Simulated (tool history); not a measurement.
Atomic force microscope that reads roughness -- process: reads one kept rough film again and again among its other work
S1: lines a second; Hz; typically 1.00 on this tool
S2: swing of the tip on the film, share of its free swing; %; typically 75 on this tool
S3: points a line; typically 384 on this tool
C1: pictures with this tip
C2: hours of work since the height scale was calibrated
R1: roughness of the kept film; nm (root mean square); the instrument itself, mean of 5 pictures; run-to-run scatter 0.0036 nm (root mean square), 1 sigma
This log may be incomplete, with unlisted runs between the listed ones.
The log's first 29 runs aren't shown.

{"hour": 1345.5, "done": "new tip fitted"}
{"run": 30, "hour": 1365.6, "S1": 2.35, "S2": 62, "S3": 871, "C1": 43, "C2": 232, "R1": 1.101}
{"run": 31, "hour": 1397.0, "S1": 2.35, "S2": 62, "S3": 871, "C1": 112, "C2": 257, "R1": 1.091}
{"run": 32, "hour": 1455.9, "S1": 0.97, "S2": 79, "S3": 716, "C1": 241, "C2": 302, "R1": 1.06}
{"run": 33, "hour": 1496.2, "S1": 2.58, "S2": 67, "S3": 357, "C1": 329, "C2": 333, "R1": 1.014}
{"hour": 1516.4, "done": "new tip fitted"}
{"run": 34, "hour": 1530.3, "S1": 3.24, "S2": 58, "S3": 1014, "C1": 30, "C2": 359, "R1": 1.107}
{"run": 35, "hour": 1595.4, "S1": 3.24, "S2": 58, "S3": 1014, "C1": 172, "C2": 410, "R1": 1.079}
{"run": 36, "hour": 1656.6, "S1": 0.62, "S2": 61, "S3": 528, "C1": 306, "C2": 457, "R1": 1.127}
{"hour": 1685.4, "done": "new tip fitted"}
{"run": 37, "hour": 1689.6, "S1": 1.76, "S2": 61, "S3": 400, "C1": 9, "C2": 482, "R1": 1.133}
{"run": 38, "hour": 1728.5, "S1": 1.0, "S2": 62, "S3": 384, "C1": 94, "C2": 513, "R1": 1.134}
{"run": 39, "hour": 1789.5, "S1": 1.93, "S2": 63, "S3": 285, "C1": 228, "C2": 560, "R1": 1.069}
{"hour": 1852.4, "done": "new tip fitted"}
{"run": 40, "hour": 1857.2, "S1": 1.93, "S2": 63, "S3": 285, "C1": 10, "C2": 612, "R1": 1.105}
{"run": 41, "hour": 1899.0, "S1": 2.95, "S2": 55, "S3": 1004, "C1": 102, "C2": 644, "R1": 1.108}
{"run": 42, "hour": 1949.1, "S1": 2.95, "S2": 55, "S3": 1004, "C1": 211, "C2": 683, "R1": 1.09}

The next listed run, before its measurement:
{"run": 43, "hour": 2004.0, "S1": 2.95, "S2": 55, "S3": 1004, "C1": 331, "C2": 725, "R1": "?"}

R1: 1.070 nm (root mean square)
The same run, on a tool lacking any hidden state, would have yielded R1 1.133 nm (root mean square).
